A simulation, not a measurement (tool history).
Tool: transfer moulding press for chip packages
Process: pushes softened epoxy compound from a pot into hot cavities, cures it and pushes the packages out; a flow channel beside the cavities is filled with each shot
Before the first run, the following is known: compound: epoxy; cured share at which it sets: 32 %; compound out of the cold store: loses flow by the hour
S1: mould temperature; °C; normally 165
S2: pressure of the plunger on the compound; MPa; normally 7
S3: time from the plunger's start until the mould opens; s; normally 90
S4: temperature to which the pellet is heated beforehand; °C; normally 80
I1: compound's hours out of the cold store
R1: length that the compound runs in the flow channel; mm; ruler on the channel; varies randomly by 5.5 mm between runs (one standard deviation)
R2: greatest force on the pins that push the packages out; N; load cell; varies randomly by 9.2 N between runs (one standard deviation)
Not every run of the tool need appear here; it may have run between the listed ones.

run,hour,S1,S2,S3,S4,I1,R1,R2
1,0,165,7,90,80,22,837,661
# hour 7.5: plunger's sealing rings changed
2,59.7,165,7,90,80,30.9,853,832
3,88.1,165,7,90,80,27.8,878,901
# hour 100.8: cavities cleaned with cleaning compound and waxed
4,152.3,165,7,90,80,15.4,923,1094
5,210.9,165,7,90,80,14.4,936,1074
# hour 228.2: cavities cleaned with cleaning compound and waxed
6,259.7,162,7,90,80,10.7,942,822
7,287.7,162,7,90,80,22.1,899,910
# hour 336.7: cavities cleaned with cleaning compound and waxed, once more
8,339.9,165,7,90,80,12.5,923,461
9,397.9,165,7,90,80,9.9,938,807
10,442.9,165,7,90,80,42.2,761,845
# hour 465.2: cavities cleaned with cleaning compound and waxed
11,471.3,165,7,90,80,41.1,760,468
12,512.3,165,7,90,80,41.6,753,724
13,576.8,165,7,90,80,19.5,864,913
# hour 593.2: cavities cleaned with cleaning compound and waxed
14,637.4,165,7,90,80,20.7,852,701
15,667.8,165,8.27,126,80,42,815,558
# hour 673.8: plunger's sealing rings changed
16,706.6,160,7,90,90,34.2,844,1119
# hour 724.3: cavities cleaned with cleaning compound and waxed
17,766.6,164,7,94,87,30.2,847,658
18,796.4,165,5.94,112,80,40.2,738,598
19,840.7,169,5.94,112,80,27.2,795,642
# hour 853.4: cavities cleaned with cleaning compound and waxed
20,888.2,166,5.94,86,80,42,726,610
21,922.4,166,5.94,86,80,33,761,803
22,976.3,172,7.7,90,89,38.4,810,654
# hour 983.6: cavities cleaned with cleaning compound and waxed
23,1005.9,167,7.67,110,81,41.8,804,417
24,1060.9,165,5.28,100,80,22.7,742,673
25,1089.2,165,5.28,100,80,20.2,756,739
# hour 1112.4: cavities cleaned with cleaning compound and waxed
26,1124,165,5.28,100,80,10.3,802,427

Run 27, settings as shown, results not yet in. Your forecast:
27,1170.6,165,5.28,100,80,44.3,?,?

Run 27 yielded R1 656 mm, R2 608 N.
Take away the tool's hidden state, keep the run-to-run variation as it was, and the same run would have given R1 701 mm, R2 339 N.
